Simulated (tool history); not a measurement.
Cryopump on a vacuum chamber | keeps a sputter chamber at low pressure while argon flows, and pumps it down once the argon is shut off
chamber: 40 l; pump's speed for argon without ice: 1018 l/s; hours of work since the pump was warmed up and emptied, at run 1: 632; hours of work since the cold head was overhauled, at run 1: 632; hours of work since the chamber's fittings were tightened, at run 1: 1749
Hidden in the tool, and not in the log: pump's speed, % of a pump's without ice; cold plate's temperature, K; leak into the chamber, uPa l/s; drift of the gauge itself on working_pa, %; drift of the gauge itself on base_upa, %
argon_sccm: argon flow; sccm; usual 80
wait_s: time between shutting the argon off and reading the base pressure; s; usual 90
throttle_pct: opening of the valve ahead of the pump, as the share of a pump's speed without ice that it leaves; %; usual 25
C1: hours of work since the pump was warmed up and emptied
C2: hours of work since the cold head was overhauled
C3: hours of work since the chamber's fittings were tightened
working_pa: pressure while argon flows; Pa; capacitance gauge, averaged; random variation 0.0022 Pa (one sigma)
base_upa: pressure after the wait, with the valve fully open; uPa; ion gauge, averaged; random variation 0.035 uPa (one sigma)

{"run": 1, "hour": 0.0, "argon_sccm": 80, "wait_s": 90, "throttle_pct": 25, "C1": 632, "C2": 632, "C3": 1749, "working_pa": 0.5592, "base_upa": 3.34}
{"run": 2, "hour": 19.9, "argon_sccm": 80, "wait_s": 90, "throttle_pct": 25, "C1": 649, "C2": 649, "C3": 1766, "working_pa": 0.5631, "base_upa": 3.29}
{"run": 3, "hour": 41.6, "argon_sccm": 80, "wait_s": 90, "throttle_pct": 25, "C1": 668, "C2": 668, "C3": 1784, "working_pa": 0.5613, "base_upa": 3.42}
{"run": 4, "hour": 72.8, "argon_sccm": 80, "wait_s": 90, "throttle_pct": 25, "C1": 694, "C2": 694, "C3": 1811, "working_pa": 0.5616, "base_upa": 3.4}
{"run": 5, "hour": 104.3, "argon_sccm": 80, "wait_s": 90, "throttle_pct": 25, "C1": 721, "C2": 721, "C3": 1838, "working_pa": 0.5641, "base_upa": 3.59}
{"run": 6, "hour": 131.0, "argon_sccm": 80, "wait_s": 90, "throttle_pct": 25, "C1": 744, "C2": 744, "C3": 1861, "working_pa": 0.5637, "base_upa": 3.48}
{"run": 7, "hour": 161.8, "argon_sccm": 80, "wait_s": 90, "throttle_pct": 25, "C1": 770, "C2": 770, "C3": 1887, "working_pa": 0.5704, "base_upa": 3.61}
{"run": 8, "hour": 187.0, "argon_sccm": 80, "wait_s": 90, "throttle_pct": 25, "C1": 792, "C2": 792, "C3": 1909, "working_pa": 0.5674, "base_upa": 3.55}
{"run": 9, "hour": 214.4, "argon_sccm": 118, "wait_s": 204, "throttle_pct": 51, "C1": 815, "C2": 815, "C3": 1932, "working_pa": 0.4423, "base_upa": 2.77}
{"run": 10, "hour": 241.6, "argon_sccm": 118, "wait_s": 204, "throttle_pct": 51, "C1": 838, "C2": 838, "C3": 1955, "working_pa": 0.4458, "base_upa": 2.79}
{"run": 11, "hour": 264.9, "argon_sccm": 85, "wait_s": 90, "throttle_pct": 44, "C1": 858, "C2": 858, "C3": 1975, "working_pa": 0.3635, "base_upa": 3.8}
{"run": 12, "hour": 287.8, "argon_sccm": 80, "wait_s": 78, "throttle_pct": 51, "C1": 878, "C2": 878, "C3": 1995, "working_pa": 0.3021, "base_upa": 3.91}
{"run": 13, "hour": 320.7, "argon_sccm": 35, "wait_s": 90, "throttle_pct": 18, "C1": 906, "C2": 906, "C3": 2023, "working_pa": 0.3423, "base_upa": 3.77}
{"hour": 344.3, "done": "pump warmed up, emptied and cooled again"}
{"run": 14, "hour": 353.7, "argon_sccm": 100, "wait_s": 30, "throttle_pct": 44, "C1": 8, "C2": 930, "C3": 2047, "working_pa": 0.3789, "base_upa": 6.37}
{"run": 15, "hour": 388.0, "argon_sccm": 100, "wait_s": 30, "throttle_pct": 44, "C1": 37, "C2": 959, "C3": 2076, "working_pa": 0.3796, "base_upa": 6.54}

The same runs without the tool's hidden state, with the same run-to-run variation:
run=1 working_pa=0.5311 base_upa=1.89
run=2 working_pa=0.5338 base_upa=1.85
run=3 working_pa=0.5311 base_upa=1.91
run=4 working_pa=0.53 base_upa=1.88
run=5 working_pa=0.5311 base_upa=1.98
run=6 working_pa=0.5295 base_upa=1.9
run=7 working_pa=0.5345 base_upa=1.95
run=8 working_pa=0.5305 base_upa=1.9
run=9 working_pa=0.3856 base_upa=1.04
run=10 working_pa=0.3867 base_upa=1.03
run=11 working_pa=0.3201 base_upa=1.98
run=12 working_pa=0.2599 base_upa=2.13
run=13 working_pa=0.3231 base_upa=1.92
run=14 working_pa=0.3768 base_upa=5.03
run=15 working_pa=0.3762 base_upa=5.14
